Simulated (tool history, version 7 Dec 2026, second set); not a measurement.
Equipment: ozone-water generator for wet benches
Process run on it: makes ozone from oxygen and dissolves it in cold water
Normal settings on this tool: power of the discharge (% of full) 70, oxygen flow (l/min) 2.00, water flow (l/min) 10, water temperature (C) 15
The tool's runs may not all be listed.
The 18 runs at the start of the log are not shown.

run,day,power of the discharge (% of full),oxygen flow (l/min),water flow (l/min),water temperature (C),dissolved ozone (ppm),ozone in the gas ahead of the water (g/m3)
19,77.533,48,1.32,16,12,9.9,204.4
20,82.850,48,1.07,16,12,9.7,236.8
21,86.275,48,2.07,8,12,19.7,150.0
22,91.029,70,1.14,10,7,21.0,288.6
23,93.608,70,1.14,10,7,21.2,288.7
24,96.450,70,1.81,7,15,27.6,210.4
25,101.900,51,1.45,10,15,16.3,197.5
26,104.354,51,1.45,10,15,16.4,198.1
27,108.554,69,1.32,8,15,24.2,257.1
28,111.046,74,2.25,10,21,18.7,185.2
29,115.617,74,2.32,10,21,18.5,180.0
30,119.750,74,2.75,10,13,20.4,160.7
31,122.483,66,2.00,6,21,25.7,186.0
32,125.717,83,1.77,8,13,27.3,231.2

What if the next run were any one of these 3? Each begins from the tool's condition after run 32:
A,129.658,40,2.00,10,9,?,?
B,129.658,50,2.87,10,13,?,?
C,129.658,83,1.77,8,23,?,?

run,dissolved ozone (ppm),ozone in the gas ahead of the water (g/m3)
A,14.4,133.7
B,15.6,120.5
C,23.8,233.2
Take away the tool's hidden state, keep each run's random variation, and the runs would have read:
run,dissolved ozone (ppm),ozone in the gas ahead of the water (g/m3)
A,17.3,151.6
B,19.3,141.7
C,31.7,295.9
